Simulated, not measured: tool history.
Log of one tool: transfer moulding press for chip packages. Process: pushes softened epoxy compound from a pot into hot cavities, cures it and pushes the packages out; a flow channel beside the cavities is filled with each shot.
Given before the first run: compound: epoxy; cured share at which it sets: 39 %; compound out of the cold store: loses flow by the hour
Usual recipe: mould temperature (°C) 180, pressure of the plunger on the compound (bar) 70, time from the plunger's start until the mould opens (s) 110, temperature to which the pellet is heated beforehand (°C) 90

run    hour  mould temperature (°C)  pressure of the plunger on the compound (bar)  time from the plunger's start until the mould opens (s)  temperature to which the pellet is heated beforehand (°C)  incoming compound's hours out of the cold store  length that the compound runs in the flow channel (mm)  greatest force on the pins that push the packages out (N)
  1       0                     180                                             70                                                      110                                                         90                                             12.3                                                     947                                                        546
       18.1  -- cavities cleaned with cleaning compound and waxed
  2    75.5                     180                                             70                                                      126                                                         90                                              8.5                                                     964                                                        519
       90.9  -- cavities cleaned with cleaning compound and waxed
      168.3  -- cavities cleaned with cleaning compound and waxed
  3   177.8                     180                                             70                                                      126                                                         90                                             37.4                                                     857                                                        394
      238.3  -- cavities cleaned with cleaning compound and waxed
  4   268.5                     180                                             70                                                      126                                                         90                                             36.7                                                     835                                                        463
        313  -- cavities cleaned with cleaning compound and waxed
  5   339.8                     180                                             70                                                      126                                                         90                                             45.1                                                     808                                                        446
      387.4  -- cavities cleaned with cleaning compound and waxed
  6   435.4                     180                                             70                                                      110                                                         94                                             10.6                                                     924                                                        553
      457.3  -- cavities cleaned with cleaning compound and waxed
  7   487.2                     180                                             70                                                      110                                                         90                                             21.7                                                     866                                                        500
      531.4  -- cavities cleaned with cleaning compound and waxed
  8   570.5                     180                                             70                                                      110                                                         90                                             45.1                                                     791                                                        497
      603.3  -- cavities cleaned with cleaning compound and waxed
      628.1  -- plunger's sealing rings changed
  9   630.3                     180                                             70                                                      110                                                         90                                             12.8                                                     970                                                        486
      649.3  -- mould's thermocouples calibrated
      679.8  -- cavities cleaned with cleaning compound and waxed
 10     690                     180                                             70                                                      110                                                         90                                             26.5                                                     926                                                        433
      750.7  -- cavities cleaned with cleaning compound and waxed
 11   750.7                     180                                             70                                                      110                                                         90                                             16.5                                                     954                                                        407
 12   800.9                     180                                             70                                                      110                                                         90                                             14.6                                                     956                                                        574
      822.2  -- cavities cleaned with cleaning compound and waxed
 13   845.8                     180                                             70                                                      117                                                         90                                             17.4                                                     935                                                        467
      891.3  -- cavities cleaned with cleaning compound and waxed
 14   939.8                     179                                             70                                                      104                                                         96                                             20.1                                                     927                                                        588
        960  -- cavities cleaned with cleaning compound and waxed
     1033.4  -- cavities cleaned with cleaning compound and waxed
 15  1043.3                     174                                             70                                                      121                                                         82                                             10.8                                                     978                                                        494
     1104.4  -- cavities cleaned with cleaning compound and waxed
 16  1127.9                     174                                             70                                                      121                                                         82                                             17.1                                                     956                                                        585
     1180.3  -- cavities cleaned with cleaning compound and waxed
 17  1208.3                     174                                             70                                                      121                                                         82                                             12.8                                                     962                                                        584
     1251.6  -- cavities cleaned with cleaning compound and waxed
 18  1281.6                     180                                           75.6                                                      110                                                         97                                             34.3                                                     865                                                        481
     1326.3  -- cavities cleaned with cleaning compound and waxed
 19  1337.3                     180                                             87                                                      110                                                         93                                               33                                                     929                                                        415
     1401.1  -- cavities cleaned with cleaning compound and waxed
 20  1418.3                     180                                             87                                                      110                                                         93                                             12.5                                                     992                                                        450
     1474.4  -- cavities cleaned with cleaning compound and waxed
 21    1500                     180                                             87                                                      110                                                         93                                             34.2                                                     905                                                        487
     1517.5  -- plunger's sealing rings changed
     1547.4  -- cavities cleaned with cleaning compound and waxed
 22  1576.1                     180                                             87                                                      110                                                         93                                             47.1                                                     939                                                        477
     1617.6  -- cavities cleaned with cleaning compound and waxed
 23  1638.9                     180                                             87                                                      110                                                         93                                             27.6                                                    1017                                                        445
     1688.6  -- cavities cleaned with cleaning compound and waxed
 24  1732.4                     180                                             87                                                       97                                                         86                                             26.3                                                    1004                                                        608
     1761.1  -- cavities cleaned with cleaning compound and waxed
 25    1820                     180                                             87                                                       97                                                         86                                               41                                                     940                                                        597
       1838  -- cavities cleaned with cleaning compound and waxed
     1907.1  -- cavities cleaned with cleaning compound and waxed
 26  1907.1                     180                                             87                                                      133                                                         80                                             47.9                                                     901                                                        350

For some of the steps in length that the compound runs in the flow channel (mm) from one run to the next: how much would appear even if the tool had no hidden state, given the settings, what came in and random variation, and how much remains for the hidden state plus any gauge scatter that the measured result and the result without hidden state don't share?
The tool's hidden condition here consists of: true mould temperature over the reading, C; pressure that reaches the compound, % of what is set; grip of the stained cavities, % over clean ones'; drift of the gauge itself on flow_mm, %; drift of the gauge itself on push_out_n, %.
Run 5 -> 6: time from the plunger's start until the mould opens (s) 126 -> 110, temperature to which the pellet is heated beforehand (°C) 90 -> 94, cavities cleaned with cleaning compound and waxed. length that the compound runs in the flow channel (mm) +116: hidden state -19, all else +135.
Run 8 -> 9: cavities cleaned with cleaning compound and waxed, plunger's sealing rings changed. length that the compound runs in the flow channel (mm) +179: hidden state +71, all else +108.
Run 21 -> 22: plunger's sealing rings changed, cavities cleaned with cleaning compound and waxed. length that the compound runs in the flow channel (mm) +34: hidden state +82, all else -48.

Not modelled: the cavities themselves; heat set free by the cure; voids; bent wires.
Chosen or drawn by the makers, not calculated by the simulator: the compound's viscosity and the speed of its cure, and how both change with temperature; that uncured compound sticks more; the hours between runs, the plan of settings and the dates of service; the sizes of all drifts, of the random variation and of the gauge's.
